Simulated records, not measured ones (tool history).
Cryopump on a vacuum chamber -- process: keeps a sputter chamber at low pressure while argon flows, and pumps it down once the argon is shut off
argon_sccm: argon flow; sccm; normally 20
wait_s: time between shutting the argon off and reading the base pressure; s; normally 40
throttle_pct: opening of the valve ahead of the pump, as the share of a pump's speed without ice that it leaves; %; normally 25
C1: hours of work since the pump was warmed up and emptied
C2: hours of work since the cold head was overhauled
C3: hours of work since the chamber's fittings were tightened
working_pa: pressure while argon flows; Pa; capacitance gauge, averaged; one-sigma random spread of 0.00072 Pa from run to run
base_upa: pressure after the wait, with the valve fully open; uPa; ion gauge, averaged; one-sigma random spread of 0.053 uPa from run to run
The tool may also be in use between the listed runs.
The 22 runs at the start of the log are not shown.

{"run": 23, "hour": 1805.6, "argon_sccm": 16, "wait_s": 36, "throttle_pct": 17, "C1": 701, "C2": 1685, "C3": 2375, "working_pa": 0.1599, "base_upa": 6.31}
{"run": 24, "hour": 1914.7, "argon_sccm": 31, "wait_s": 105, "throttle_pct": 33, "C1": 749, "C2": 1733, "C3": 2424, "working_pa": 0.1629, "base_upa": 4.16}
{"run": 25, "hour": 1966.9, "argon_sccm": 31, "wait_s": 105, "throttle_pct": 33, "C1": 773, "C2": 1757, "C3": 2447, "working_pa": 0.164, "base_upa": 4.21}
{"run": 26, "hour": 2036.6, "argon_sccm": 20, "wait_s": 159, "throttle_pct": 25, "C1": 804, "C2": 1788, "C3": 2478, "working_pa": 0.1371, "base_upa": 3.95}
{"run": 27, "hour": 2104.8, "argon_sccm": 14, "wait_s": 249, "throttle_pct": 20, "C1": 834, "C2": 1818, "C3": 2508, "working_pa": 0.1188, "base_upa": 3.74}
{"run": 28, "hour": 2185.6, "argon_sccm": 9, "wait_s": 168, "throttle_pct": 18, "C1": 870, "C2": 1854, "C3": 2545, "working_pa": 0.0847, "base_upa": 3.97}
{"run": 29, "hour": 2260.4, "argon_sccm": 9, "wait_s": 168, "throttle_pct": 18, "C1": 904, "C2": 1888, "C3": 2578, "working_pa": 0.085, "base_upa": 4.13}
{"run": 30, "hour": 2365.9, "argon_sccm": 35, "wait_s": 121, "throttle_pct": 20, "C1": 951, "C2": 1935, "C3": 2625, "working_pa": 0.3002, "base_upa": 4.41}

Forecast run 31:
{"hour": 2445.2, "done": "pump warmed up, emptied and cooled again"}
{"run": 31, "hour": 2482.9, "argon_sccm": 35, "wait_s": 121, "throttle_pct": 20, "C1": 17, "C2": 1985, "C3": 2675, "working_pa": "?", "base_upa": "?"}

{"run 31": {"working_pa": 0.2853, "base_upa": 3.8}}
On a tool with no hidden condition, and with the same random variation, this run would have come out at working_pa 0.2839 Pa, base_upa 1.28 uPa.
